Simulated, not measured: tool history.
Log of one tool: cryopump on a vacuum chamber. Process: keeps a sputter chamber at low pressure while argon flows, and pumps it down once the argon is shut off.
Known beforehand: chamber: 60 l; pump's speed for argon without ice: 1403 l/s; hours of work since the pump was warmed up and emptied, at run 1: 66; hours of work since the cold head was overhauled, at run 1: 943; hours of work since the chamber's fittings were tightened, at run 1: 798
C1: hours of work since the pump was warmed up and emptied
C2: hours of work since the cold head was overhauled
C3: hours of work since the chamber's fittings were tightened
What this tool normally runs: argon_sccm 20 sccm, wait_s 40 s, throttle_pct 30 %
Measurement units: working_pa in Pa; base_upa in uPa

{"run": 1, "day": 0.0, "argon_sccm": 20, "wait_s": 40, "throttle_pct": 30, "C1": 66, "C2": 943, "C3": 798, "working_pa": 0.0808, "base_upa": 2.3}
{"run": 2, "day": 1.267, "argon_sccm": 20, "wait_s": 40, "throttle_pct": 30, "C1": 91, "C2": 967, "C3": 822, "working_pa": 0.0814, "base_upa": 2.29}
{"run": 3, "day": 2.179, "argon_sccm": 20, "wait_s": 40, "throttle_pct": 30, "C1": 108, "C2": 985, "C3": 840, "working_pa": 0.0812, "base_upa": 2.27}
{"run": 4, "day": 3.117, "argon_sccm": 20, "wait_s": 38, "throttle_pct": 30, "C1": 126, "C2": 1002, "C3": 857, "working_pa": 0.0827, "base_upa": 2.42}
{"run": 5, "day": 4.262, "argon_sccm": 20, "wait_s": 38, "throttle_pct": 30, "C1": 147, "C2": 1024, "C3": 879, "working_pa": 0.0831, "base_upa": 2.48}
{"run": 6, "day": 5.588, "argon_sccm": 20, "wait_s": 38, "throttle_pct": 30, "C1": 173, "C2": 1049, "C3": 904, "working_pa": 0.0832, "base_upa": 2.55}
{"run": 7, "day": 6.567, "argon_sccm": 20, "wait_s": 38, "throttle_pct": 30, "C1": 191, "C2": 1068, "C3": 923, "working_pa": 0.0838, "base_upa": 2.51}
{"run": 8, "day": 7.179, "argon_sccm": 20, "wait_s": 40, "throttle_pct": 43, "C1": 203, "C2": 1080, "C3": 935, "working_pa": 0.0607, "base_upa": 2.47}
{"run": 9, "day": 7.888, "argon_sccm": 20, "wait_s": 40, "throttle_pct": 43, "C1": 216, "C2": 1093, "C3": 948, "working_pa": 0.0611, "base_upa": 2.4}
{"run": 10, "day": 8.783, "argon_sccm": 20, "wait_s": 40, "throttle_pct": 43, "C1": 233, "C2": 1110, "C3": 965, "working_pa": 0.0603, "base_upa": 2.57}
{"run": 11, "day": 9.975, "argon_sccm": 15, "wait_s": 40, "throttle_pct": 30, "C1": 256, "C2": 1133, "C3": 988, "working_pa": 0.0657, "base_upa": 2.55}
{"run": 12, "day": 10.954, "argon_sccm": 20, "wait_s": 26, "throttle_pct": 30, "C1": 275, "C2": 1151, "C3": 1006, "working_pa": 0.0842, "base_upa": 3.36}
{"run": 13, "day": 11.804, "argon_sccm": 20, "wait_s": 26, "throttle_pct": 32, "C1": 291, "C2": 1168, "C3": 1023, "working_pa": 0.0815, "base_upa": 3.31}
{"run": 14, "day": 12.9, "argon_sccm": 20, "wait_s": 26, "throttle_pct": 32, "C1": 312, "C2": 1188, "C3": 1043, "working_pa": 0.0816, "base_upa": 3.47}
{"run": 15, "day": 13.804, "argon_sccm": 20, "wait_s": 26, "throttle_pct": 32, "C1": 329, "C2": 1206, "C3": 1061, "working_pa": 0.0812, "base_upa": 3.43}
{"run": 16, "day": 14.958, "argon_sccm": 20, "wait_s": 26, "throttle_pct": 32, "C1": 351, "C2": 1228, "C3": 1083, "working_pa": 0.0839, "base_upa": 3.55}
{"run": 17, "day": 15.904, "argon_sccm": 20, "wait_s": 40, "throttle_pct": 30, "C1": 369, "C2": 1246, "C3": 1101, "working_pa": 0.0902, "base_upa": 2.7}
{"run": 18, "day": 16.529, "argon_sccm": 13, "wait_s": 113, "throttle_pct": 41, "C1": 381, "C2": 1257, "C3": 1112, "working_pa": 0.0446, "base_upa": 1.87}

Run 19 comes next. What will it give?
{"run": 19, "day": 17.671, "argon_sccm": 10, "wait_s": 98, "throttle_pct": 41, "C1": 403, "C2": 1279, "C3": 1134, "working_pa": "?", "base_upa": "?"}

working_pa: 0.0334 Pa
base_upa: 2.01 uPa
With no hidden state in the tool, this same run would have given working_pa 0.0288 Pa, base_upa 0.79 uPa.
